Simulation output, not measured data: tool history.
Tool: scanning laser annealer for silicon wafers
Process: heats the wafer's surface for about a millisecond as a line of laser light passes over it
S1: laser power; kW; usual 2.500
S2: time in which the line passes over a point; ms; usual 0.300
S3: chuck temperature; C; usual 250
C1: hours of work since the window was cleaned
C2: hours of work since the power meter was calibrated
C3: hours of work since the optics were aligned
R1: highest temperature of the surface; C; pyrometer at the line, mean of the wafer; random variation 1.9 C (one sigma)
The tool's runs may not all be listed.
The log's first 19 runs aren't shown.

Run 20, hour 864.6: usual settings but S2 0.343 ms; C1 335; C2 1947; C3 303. Result: R1 1115 C.
Run 21, hour 902.7: usual settings but S2 0.337 ms; C1 358; C2 1969; C3 325. Result: R1 1103 C.
Run 22, hour 937.6: usual settings but S2 0.240 ms; C1 379; C2 1990; C3 346. Result: R1 952 C.
Run 23, hour 962.5: usual settings but S2 0.240 ms; C1 394; C2 2005; C3 361. Result: R1 954 C.
Run 24, hour 989.5: usual settings but S1 2.522 kW, S2 0.222 ms, S3 289 C; C1 410; C2 2021; C3 377. Result: R1 966 C.
Run 25, hour 1034.7: usual settings but S1 2.731 kW, S2 0.344 ms, S3 258 C; C1 437; C2 2048; C3 404. Result: R1 1214 C.
Run 26, hour 1090.1: usual settings but S2 0.303 ms, S3 253 C; C1 470; C2 2081; C3 437. Result: R1 1049 C.
Run 27, hour 1130.7: usual settings but S2 0.303 ms, S3 253 C; C1 494; C2 2106; C3 462. Result: R1 1050 C.
Run 28, hour 1191.1: usual settings but S1 2.461 kW, S2 0.295 ms, S3 247 C; C1 530; C2 2142; C3 498. Result: R1 1009 C.
Run 29, hour 1237.6: usual settings but S1 2.461 kW, S2 0.295 ms, S3 247 C; C1 558; C2 2170; C3 526. Result: R1 1009 C.
Run 30, hour 1279.4: usual settings but S1 2.254 kW; C1 583; C2 2195; C3 551. Result: R1 936 C.
Run 31, hour 1338.2: usual settings but S1 2.692 kW, S3 224 C; C1 618; C2 2230; C3 586. Result: R1 1079 C.
Run 32, hour 1395.4: usual settings but S1 2.612 kW; C1 652; C2 2264; C3 620. Result: R1 1071 C.
Run 33, hour 1447.1: usual settings but S1 2.548 kW, S2 0.305 ms, S3 262 C; C1 683; C2 2295; C3 651. Result: R1 1067 C.
Run 34, hour 1476.9: usual settings but S1 2.435 kW, S2 0.245 ms, S3 282 C; C1 701; C2 2313; C3 669. Result: R1 952 C.
Run 35, hour 1503.1: usual settings but S1 2.179 kW, S2 0.245 ms, S3 233 C; C1 717; C2 2328; C3 684. Result: R1 810 C.
Run 36, hour 1542.2: usual settings but S1 2.391 kW, S2 0.217 ms, S3 260 C; C1 740; C2 2352; C3 708. Result: R1 864 C.
Run 37, hour 1568.3: usual settings but S1 2.503 kW, S2 0.282 ms, S3 240 C; C1 756; C2 2367; C3 723. Result: R1 986 C.

Forecast each of these 3 alternatives for the next run:
Run A, hour 1599.4: usual settings but S2 0.378 ms; C1 774; C2 2386; C3 742. Result: R1 ?.
Run B, hour 1599.4: usual settings but S1 2.520 kW, S2 0.354 ms, S3 240 C; C1 774; C2 2386; C3 742. Result: R1 ?.
Run C, hour 1599.4: usual settings but S1 2.533 kW, S2 0.317 ms, S3 243 C; C1 774; C2 2386; C3 742. Result: R1 ?.

run    R1
  A  1125
  B  1091
  C  1048
Without the tool's hidden state the same runs would have given:
run    R1
  A  1202
  B  1166
  C  1119
